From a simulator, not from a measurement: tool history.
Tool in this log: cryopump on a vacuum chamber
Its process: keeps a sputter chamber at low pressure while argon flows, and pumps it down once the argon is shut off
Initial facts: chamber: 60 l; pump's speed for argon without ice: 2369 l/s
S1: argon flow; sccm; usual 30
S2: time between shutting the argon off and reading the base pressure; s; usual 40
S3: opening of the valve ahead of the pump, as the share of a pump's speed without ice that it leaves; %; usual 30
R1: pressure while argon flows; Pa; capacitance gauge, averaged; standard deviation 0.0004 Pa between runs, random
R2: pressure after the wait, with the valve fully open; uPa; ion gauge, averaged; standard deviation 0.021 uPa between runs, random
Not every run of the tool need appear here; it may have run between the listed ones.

run	hour	S1	S2	S3	R1	R2
1	0	30	40	30	0.0745	1.03
2	8	30	40	30	0.0738	1.03
3	17.8	30	40	30	0.0738	1.04
4	34.8	30	68	30	0.0745	0.92
5	42.2	30	40	30	0.0742	1.04
6	51	25	40	30	0.0618	1.07
7	61.7	30	40	30	0.0744	1.09
8	77.7	30	40	30	0.0748	1.11
9	93.6	30	40	30	0.0751	1.08
10	109.3	30	40	30	0.0748	1.15
11	117.6	38	40	30	0.0951	1.11
12	131.4	30	40	30	0.0754	1.12
13	148.1	30	40	30	0.0759	1.14
14	162.7	30	40	30	0.0755	1.14
15	173.8	30	194	25	0.0901	0.91
16	190.4	30	40	23	0.0981	1.17
17	201.3	30	40	23	0.0978	1.19
18	215.2	30	40	23	0.0983	1.23
19	226.6	24	102	31	0.0592	0.98
20	234.6	24	117	22	0.0823	0.99
# hour 248.5: pump warmed up, emptied and cooled again
21	253.4	43	136	43	0.0711	0.81
22	262.1	39	136	37	0.0758	0.86
23	270.9	58	40	28	0.1486	1.06
24	281.5	29	40	30	0.0697	1.03
25	294.5	29	40	30	0.0699	1.07
26	309.9	20	40	46	0.0314	1.12

Forecast each of these 5 alternatives for the next run:
A	321	19	40	27	?	?
B	321	20	40	33	?	?
C	321	29	198	46	?	?
D	321	20	40	16	?	?
E	321	52	257	29	?	?

run	R1	R2
A	0.0513	1.11
B	0.0443	1.14
C	0.046	0.79
D	0.0895	1.12
E	0.1288	0.83
Had the tool no hidden state, the same runs would have come out as:
run	R1	R2
A	0.0507	0.46
B	0.0436	0.49
C	0.045	0.15
D	0.0888	0.47
E	0.127	0.19
